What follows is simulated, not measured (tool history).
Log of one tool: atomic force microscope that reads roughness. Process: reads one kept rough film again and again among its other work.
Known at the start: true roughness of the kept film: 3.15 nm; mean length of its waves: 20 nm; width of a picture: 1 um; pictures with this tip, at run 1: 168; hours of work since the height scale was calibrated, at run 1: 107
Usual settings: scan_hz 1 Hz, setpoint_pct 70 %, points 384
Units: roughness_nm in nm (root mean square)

run	day	scan_hz	setpoint_pct	points	pictures with this tip	hours of work since the height scale was calibrated	roughness_nm
1	0	1	70	384	168	107	1.457
2	0.533	1	70	384	198	116	1.355
# day 1.004: new tip fitted
3	1.012	1	70	384	0	124	2.289
4	1.567	1	70	350	31	133	2.021
5	2.412	1.72	70	384	78	148	1.678
6	3.033	1.72	83	384	112	158	1.437
7	3.567	1.72	83	384	141	167	1.347
8	4.354	1.72	83	384	185	181	1.209
9	4.95	1	70	384	218	191	1.216
# day 5.071: new tip fitted
10	5.379	1	70	384	17	198	2.117
11	6.217	1	70	384	64	213	1.796
12	6.783	1	70	384	95	222	1.645
13	7.554	1	70	384	138	236	1.475
14	7.962	1	70	384	160	243	1.385
15	8.446	3.37	70	384	187	251	1.185
# day 9.117: new tip fitted
16	9.117	3.37	70	384	0	262	2.064
17	9.688	2.25	70	384	31	272	1.903

The next listed run, before its measurement:
# day 9.783: height scale calibrated on a step standard
18	10.25	1.36	71	384	60	8	?

{"run 18": {"roughness_nm": 1.786}}
Without the tool's hidden state the same run would have given roughness_nm 2.242 nm (root mean square).
